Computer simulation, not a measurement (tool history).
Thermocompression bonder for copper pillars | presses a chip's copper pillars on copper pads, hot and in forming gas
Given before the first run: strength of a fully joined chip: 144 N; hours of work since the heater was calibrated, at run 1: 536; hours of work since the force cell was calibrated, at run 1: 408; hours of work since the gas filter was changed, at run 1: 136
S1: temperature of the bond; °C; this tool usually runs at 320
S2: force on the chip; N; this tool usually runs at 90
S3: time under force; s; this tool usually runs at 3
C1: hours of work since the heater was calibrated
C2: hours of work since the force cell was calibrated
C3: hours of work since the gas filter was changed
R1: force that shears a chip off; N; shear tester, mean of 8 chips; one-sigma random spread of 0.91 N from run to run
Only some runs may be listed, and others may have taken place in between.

Run 1, hour 0: usual settings; C1 536; C2 408; C3 136. Result: R1 76 N.
At hour 59: heater calibrated with a thermocouple chip.
Run 2, hour 59: usual settings but S2 59 N; C1 0; C2 448; C3 176. Result: R1 59.7 N.
At hour 86.5: forming gas filter changed.
Run 3, hour 109.6: usual settings; C1 35; C2 483; C3 16. Result: R1 78.8 N.
Run 4, hour 166.8: usual settings but S2 121 N; C1 75; C2 523; C3 56. Result: R1 91.3 N.
Run 5, hour 244.3: usual settings but S2 86 N; C1 129; C2 578; C3 111. Result: R1 76.1 N.
Run 6, hour 294: usual settings; C1 164; C2 613; C3 145. Result: R1 77.6 N.
Run 7, hour 332: usual settings; C1 191; C2 639; C3 172. Result: R1 75.3 N.
At hour 363.6: forming gas filter changed.
Run 8, hour 380.4: usual settings; C1 224; C2 673; C3 12. Result: R1 81.3 N.
Run 9, hour 464.7: usual settings; C1 284; C2 732; C3 71. Result: R1 77.4 N.
Run 10, hour 526.5: usual settings; C1 327; C2 775; C3 114. Result: R1 77.5 N.
Run 11, hour 569.6: usual settings; C1 357; C2 805; C3 144. Result: R1 76.3 N.
At hour 640.8: forming gas filter changed.
Run 12, hour 653.4: usual settings; C1 415; C2 864; C3 9. Result: R1 77.1 N.
Run 13, hour 720.3: usual settings; C1 462; C2 911; C3 56. Result: R1 76.6 N.
Run 14, hour 785.7: usual settings; C1 508; C2 956; C3 102. Result: R1 76.8 N.
Run 15, hour 831.6: usual settings; C1 540; C2 988; C3 134. Result: R1 73.6 N.
At hour 884.7: heater calibrated with a thermocouple chip.
Run 16, hour 914.4: usual settings but S3 2 s; C1 21; C2 1045; C3 190. Result: R1 65.8 N.
At hour 919.9: forming gas filter changed.
Run 17, hour 985.5: usual settings but S3 2 s; C1 70; C2 1095; C3 46. Result: R1 67.5 N.
Run 18, hour 1062.1: usual settings; C1 124; C2 1148; C3 100. Result: R1 75.7 N.
Run 19, hour 1132.6: usual settings; C1 173; C2 1198; C3 149. Result: R1 75.1 N.
Run 20, hour 1182.1: usual settings; C1 208; C2 1232; C3 184. Result: R1 72.9 N.
At hour 1195.9: forming gas filter changed.
Run 21, hour 1223.2: usual settings; C1 236; C2 1261; C3 19. Result: R1 78.2 N.
At hour 1289.4: force cell calibrated.
Run 22, hour 1296: usual settings but S1 307 °C, S2 67 N, S3 4 s; C1 286; C2 5; C3 69. Result: R1 67.9 N.
Run 23, hour 1371.1: usual settings but S1 307 °C, S2 67 N, S3 4 s; C1 339; C2 57; C3 122. Result: R1 66.7 N.
Run 24, hour 1411.4: usual settings but S1 307 °C, S2 67 N, S3 4 s; C1 367; C2 85; C3 150. Result: R1 67.3 N.
Run 25, hour 1452.2: usual settings but S1 310 °C, S2 63 N, S3 4 s; C1 396; C2 114; C3 179. Result: R1 63.2 N.
At hour 1475.7: forming gas filter changed.
Run 26, hour 1497.2: usual settings but S1 324 °C, S2 112 N, S3 2 s; C1 427; C2 145; C3 15. Result: R1 79.5 N.
Run 27, hour 1543.5: usual settings but S2 64 N, S3 2 s; C1 459; C2 178; C3 47. Result: R1 54.4 N.
Run 28, hour 1623.7: usual settings but S1 291 °C, S2 66 N, S3 6 s; C1 516; C2 234; C3 104. Result: R1 67.5 N.
Run 29, hour 1678.6: usual settings but S1 291 °C, S2 66 N, S3 6 s; C1 554; C2 272; C3 142. Result: R1 65.3 N.
At hour 1714.4: heater calibrated with a thermocouple chip.
Run 30, hour 1721.7: usual settings but S1 334 °C, S2 99 N, S3 2 s; C1 5; C2 301; C3 171. Result: R1 76.5 N.
At hour 1756.8: forming gas filter changed.
Run 31, hour 1759.1: usual settings but S1 304 °C, S2 62 N, S3 4 s; C1 31; C2 327; C3 2. Result: R1 62.9 N.
Run 32, hour 1806.8: usual settings but S1 340 °C, S2 70 N, S3 2 s; C1 64; C2 360; C3 35. Result: R1 68.7 N.
Run 33, hour 1842.6: usual settings but S1 340 °C, S2 70 N, S3 2 s; C1 89; C2 385; C3 60. Result: R1 68.7 N.
Run 34, hour 1907.7: usual settings but S3 5 s; C1 135; C2 431; C3 106. Result: R1 92.8 N.
Run 35, hour 1954.4: usual settings but S1 322 °C, S2 64 N, S3 2 s; C1 168; C2 464; C3 138. Result: R1 55.1 N.
Run 36, hour 2005.4: usual settings but S1 322 °C, S2 64 N, S3 2 s; C1 204; C2 500; C3 174. Result: R1 53.4 N.
At hour 2034.3: forming gas filter changed.
Run 37, hour 2042: usual settings but S1 322 °C, S2 64 N, S3 2 s; C1 229; C2 525; C3 5. Result: R1 56 N.
Run 38, hour 2106: usual settings but S1 293 °C, S3 4 s; C1 274; C2 570; C3 50. Result: R1 71.6 N.
Run 39, hour 2167.1: usual settings but S1 339 °C, S2 100 N, S3 4 s; C1 316; C2 612; C3 93. Result: R1 98.9 N.

Alternative continuations, all from the tool just after run 39; predict every row:
Run A, hour 2205.6: usual settings but S1 339 °C, S2 100 N, S3 4 s; C1 343; C2 639; C3 120. Result: R1 ?.
Run B, hour 2205.6: usual settings but S2 111 N; C1 343; C2 639; C3 120. Result: R1 ?.
Run C, hour 2205.6: usual settings but S1 347 °C, S2 61 N, S3 4 s; C1 343; C2 639; C3 120. Result: R1 ?.

run    R1
  A  97.9
  B  85.7
  C  79.8
Without the tool's unlogged condition, the same runs would have read:
run     R1
  A  104.4
  B   91.8
  C   85.7
